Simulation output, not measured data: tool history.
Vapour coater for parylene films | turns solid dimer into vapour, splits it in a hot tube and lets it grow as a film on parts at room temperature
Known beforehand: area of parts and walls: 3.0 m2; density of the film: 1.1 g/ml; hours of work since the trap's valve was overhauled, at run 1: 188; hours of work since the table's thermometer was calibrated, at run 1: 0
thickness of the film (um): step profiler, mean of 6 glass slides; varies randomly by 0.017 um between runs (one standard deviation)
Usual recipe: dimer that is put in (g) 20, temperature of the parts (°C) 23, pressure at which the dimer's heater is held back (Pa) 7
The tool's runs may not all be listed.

run	hour	dimer that is put in (g)	temperature of the parts (°C)	pressure at which the dimer's heater is held back (Pa)	hours of work since the trap's valve was overhauled	hours of work since the table's thermometer was calibrated	thickness of the film (um)
1	0	20	23	7	188	0	2.75
2	34.6	20	23	7	209	20	2.73
3	102.8	20	23	7	249	61	2.69
4	184.1	20	23	7	297	109	2.66
5	245.5	20	23	7	333	145	2.63
# hour 289.1: trap's valve overhauled
6	330.7	20	23	2.61	25	193	3.26
7	393	20	18	3.74	61	230	3.56
8	460.3	10	33	7.5	101	270	1.09
9	544.2	10	33	7.5	151	319	1.07
10	609.7	10	33	7.5	190	358	1.07

3 options for the next run, each taken on its own from the tool as it stands now. Forecast them:
A	676.7	23	20	5.75	229	398	?
B	676.7	10	20	10.05	229	398	?
C	676.7	25	33	5.05	229	398	?

run	thickness of the film (um)
A	3.6
B	1.47
C	2.72
The same runs, with their run-to-run variation unchanged, on a tool lacking any hidden condition would have given:
run	thickness of the film (um)
A	3.8
B	1.56
C	2.88
